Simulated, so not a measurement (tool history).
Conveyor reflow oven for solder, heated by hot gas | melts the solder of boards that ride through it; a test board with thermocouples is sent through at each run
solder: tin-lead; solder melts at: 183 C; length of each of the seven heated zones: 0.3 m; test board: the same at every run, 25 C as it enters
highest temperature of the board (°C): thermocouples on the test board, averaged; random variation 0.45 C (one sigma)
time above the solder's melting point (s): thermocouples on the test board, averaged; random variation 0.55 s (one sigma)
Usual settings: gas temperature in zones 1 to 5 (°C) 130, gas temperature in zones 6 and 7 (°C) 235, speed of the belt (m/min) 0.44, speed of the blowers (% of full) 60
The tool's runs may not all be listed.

run,hour,gas temperature in zones 1 to 5 (°C),gas temperature in zones 6 and 7 (°C),speed of the belt (m/min),speed of the blowers (% of full),highest temperature of the board (°C),time above the solder's melting point (s)
1,0,130,235,0.44,60,213.7,53.2
# hour 29.3: flux residue cleaned out of gas plates and filters
2,46.3,130,235,0.44,60,212.1,52.5
3,97.3,130,235,0.44,60,212.1,53.9
4,120.3,130,235,0.44,60,212.3,54.1
5,150.5,130,235,0.44,55,210.8,50.9
6,183.5,130,235,0.44,55,210.1,51.4
7,222.2,130,235,0.44,60,211.9,52.9
8,251.2,130,235,0.44,60,213.5,53.1
9,282.2,130,235,0.44,60,212,53.7
10,316.7,118,235,0.44,60,210.1,46.4
11,365.5,130,235,0.44,60,212.9,52.4
12,413.7,130,235,0.44,60,213.5,53.6
13,457.1,126,235,0.44,60,211.4,50.8
14,497.3,126,235,0.44,60,211.8,51.6
15,528.3,126,235,0.44,60,211.5,51.2
16,573.5,126,235,0.44,60,211.5,51.2
# hour 614.3: flux residue cleaned out of gas plates and filters
17,617.7,130,244,0.404,78,228.8,73.4
18,668.1,131,244,0.404,78,229.5,73.5
19,710.5,130,235,0.44,83,219.4,61.2
20,740.2,141,230,0.457,63,210.7,53.7
# hour 756.3: belt drive overhauled, speed set with a stopwatch
# hour 777.5: thermocouples of zones 6 and 7 changed
21,791.7,121,242,0.421,66,220.4,60
22,834.2,122,237,0.474,59,208.9,43.1
23,866.4,122,237,0.474,59,208.9,42.5
24,909.9,138,224,0.474,78,208.4,47.1
25,943.2,138,224,0.474,78,207.6,47.5
26,977.6,138,224,0.474,78,208.5,47.9
27,1017.4,123,224,0.361,54,208.1,57
28,1048.5,123,224,0.361,54,206.9,56.6
29,1099.6,123,224,0.361,54,205.8,55.6

3 ways to go on from here, each from the tool as it stands after run 29. What would each give?
A,1149.1,127,224,0.361,54,?,?
B,1149.1,125,227,0.361,54,?,?
C,1149.1,130,235,0.44,52,?,?

run,highest temperature of the board (°C),time above the solder's melting point (s)
A,207.7,59.8
B,209.4,60.6
C,209.4,48.2
Without the tool's hidden state the same runs would have given:
run,highest temperature of the board (°C),time above the solder's melting point (s)
A,207.8,60
B,209.5,60.7
C,209.5,48.3
